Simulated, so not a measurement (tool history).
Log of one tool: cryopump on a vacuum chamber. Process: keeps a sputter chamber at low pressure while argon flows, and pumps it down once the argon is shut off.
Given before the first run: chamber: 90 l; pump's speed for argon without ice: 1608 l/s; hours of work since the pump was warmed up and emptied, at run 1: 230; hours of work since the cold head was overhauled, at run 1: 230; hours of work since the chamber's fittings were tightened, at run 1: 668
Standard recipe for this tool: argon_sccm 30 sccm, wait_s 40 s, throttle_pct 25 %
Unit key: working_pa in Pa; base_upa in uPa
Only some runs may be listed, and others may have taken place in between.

run	hour	argon_sccm	wait_s	throttle_pct	hours of work since the pump was warmed up and emptied	hours of work since the cold head was overhauled	hours of work since the chamber's fittings were tightened	working_pa	base_upa
1	0.0	30	40	25	230	230	668	0.1291	1.72
2	20.3	30	40	20	244	244	682	0.1603	1.76
3	30.6	30	40	19	251	251	689	0.1684	1.70
4	46.1	30	40	25	262	262	700	0.1281	1.81
5	59.5	30	40	25	271	271	709	0.1297	1.84
6	72.2	45	40	25	280	280	718	0.1923	1.82
7	83.2	30	244	25	288	288	726	0.1288	1.30
8	100.2	30	40	25	299	299	737	0.1291	1.87
9	119.8	30	40	25	313	313	751	0.1307	1.88
10	136.2	30	40	49	324	324	762	0.0680	1.87
11	150.1	30	50	49	334	334	772	0.0670	1.77
12	159.2	30	50	49	340	340	778	0.0689	1.86
13	175.6	30	50	49	351	351	789	0.0671	1.77
14	195.6	30	40	25	365	365	803	0.1314	2.00
15	205.9	30	40	25	372	372	810	0.1297	1.95
16	226.6	30	40	16	386	386	824	0.2022	1.96
17	236.2	30	40	25	393	393	831	0.1308	1.97
18	250.2	13	180	29	403	403	841	0.0484	1.51
19	262.3	16	33	38	411	411	849	0.0463	2.15
20	276.9	15	33	31	421	421	859	0.0523	2.12
21	290.5	46	265	19	430	430	869	0.2612	1.53
22	309.8	46	265	19	444	444	882	0.2623	1.61
23	327.5	30	224	31	456	456	894	0.1065	1.56
24	344.0	30	224	31	467	467	905	0.1059	1.66
25	356.9	30	224	31	476	476	914	0.1076	1.64
26	370.8	30	33	25	486	486	924	0.1326	2.31
27	387.3	34	52	41	497	497	935	0.0929	2.08
28	404.3	40	219	49	509	509	947	0.0927	1.68
29	422.9	38	219	59	522	522	960	0.0755	1.68
30	435.1	13	56	24	530	530	968	0.0592	2.08
31	456.7	30	40	33	545	545	983	0.1009	2.30
32	475.8	27	74	26	558	558	996	0.1132	2.01
33	488.3	27	74	26	567	567	1005	0.1140	2.04
34	507.5	27	74	26	580	580	1018	0.1141	2.06

Table of differences, measured result less the result of that run with no hidden state. Run-to-run variation is the same in both. Gauge scatter possibly is not:
What the log doesn't record here: pump's speed, % of a pump's without ice; cold plate's temperature, K; leak into the chamber, uPa l/s; drift of the gauge itself on working_pa, %; drift of the gauge itself on base_upa, %.
run	working_pa	base_upa
1	+0.0024	+0.91
2	+0.0024	+0.93
3	+0.0025	+0.91
4	+0.0026	+0.96
5	+0.0027	+1.00
6	+0.0042	+0.99
7	+0.0029	+1.01
8	+0.0030	+1.03
9	+0.0032	+1.05
10	+0.0032	+1.07
11	+0.0033	+1.07
12	+0.0034	+1.13
13	+0.0035	+1.09
14	+0.0038	+1.15
15	+0.0038	+1.15
16	+0.0040	+1.16
17	+0.0039	+1.15
18	+0.0018	+1.20
19	+0.0022	+1.21
20	+0.0022	+1.22
21	+0.0067	+1.23
22	+0.0069	+1.30
23	+0.0047	+1.29
24	+0.0048	+1.34
25	+0.0049	+1.33
26	+0.0050	+1.37
27	+0.0058	+1.41
28	+0.0070	+1.36
29	+0.0069	+1.40
30	+0.0024	+1.41
31	+0.0057	+1.47
32	+0.0052	+1.50
33	+0.0054	+1.51
34	+0.0055	+1.55

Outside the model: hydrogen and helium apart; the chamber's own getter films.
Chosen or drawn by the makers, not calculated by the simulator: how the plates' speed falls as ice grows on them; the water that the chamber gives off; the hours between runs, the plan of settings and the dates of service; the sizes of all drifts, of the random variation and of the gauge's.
